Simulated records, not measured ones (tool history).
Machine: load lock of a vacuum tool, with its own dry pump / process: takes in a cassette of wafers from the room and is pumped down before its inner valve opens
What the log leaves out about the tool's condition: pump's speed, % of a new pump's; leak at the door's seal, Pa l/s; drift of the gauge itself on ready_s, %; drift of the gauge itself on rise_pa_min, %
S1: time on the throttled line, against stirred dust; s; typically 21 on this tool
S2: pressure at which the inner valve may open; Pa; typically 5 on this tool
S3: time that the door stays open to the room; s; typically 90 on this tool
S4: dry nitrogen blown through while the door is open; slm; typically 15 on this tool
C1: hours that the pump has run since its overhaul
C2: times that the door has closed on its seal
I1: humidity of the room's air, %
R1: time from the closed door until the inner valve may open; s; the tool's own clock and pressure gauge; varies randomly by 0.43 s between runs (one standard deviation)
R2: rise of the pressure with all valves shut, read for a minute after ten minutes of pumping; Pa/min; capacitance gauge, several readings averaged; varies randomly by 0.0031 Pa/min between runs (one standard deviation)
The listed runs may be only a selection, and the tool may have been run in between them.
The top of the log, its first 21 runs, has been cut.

| run | hour | S1 | S2 | S3 | S4 | C1 | C2 | I1 | R1 | R2 |
|---|---|---|---|---|---|---|---|---|---|---|
| 22 | 3396.8 | 21 | 6 | 235 | 15 | 11807 | 15833 | 46.4 | 53.3 | 0.154 |
| 23 | 3583.7 | 21 | 6 | 235 | 15 | 11994 | 16766 | 42.8 | 53.0 | 0.157 |
| 24 | 3686.1 | 21 | 5 | 235 | 34 | 12097 | 17277 | 46.8 | 53.7 | 0.132 |
| 25 | 3822.3 | 22 | 5 | 197 | 6 | 12233 | 17958 | 46.4 | 54.6 | 0.183 |
| 26 | 4025.0 | 22 | 5 | 197 | 6 | 12436 | 18970 | 45.1 | 54.7 | 0.173 |
| 27 | 4242.4 | 11 | 9 | 197 | 11 | 12653 | 20056 | 47.4 | 44.3 | 0.172 |
| 28 | 4459.3 | 11 | 9 | 197 | 11 | 12870 | 21138 | 45.4 | 45.0 | 0.166 |
| 29 | 4661.8 | 42 | 7 | 44 | 11 | 13072 | 22150 | 43.2 | 67.7 | 0.101 |
| 30 | 4825.6 | 14 | 5 | 90 | 15 | 13236 | 22968 | 47.7 | 49.0 | 0.129 |
| 31 | 5021.5 | 14 | 8 | 149 | 15 | 13432 | 23946 | 42.9 | 47.5 | 0.145 |
| 32 | 5155.0 | 21 | 7 | 90 | 12 | 13566 | 24613 | 46.8 | 52.2 | 0.133 |

Forecast run 33:
| 33 | 5307.1 | 29 | 5 | 90 | 20 | 13718 | 25372 | 43.0 | ? | ? |

R1: 60.1 s
R2: 0.127 Pa/min
Were there no unlogged condition in the tool, this run, its random variation unchanged, would have produced R1 57.1 s, R2 0.057 Pa/min.
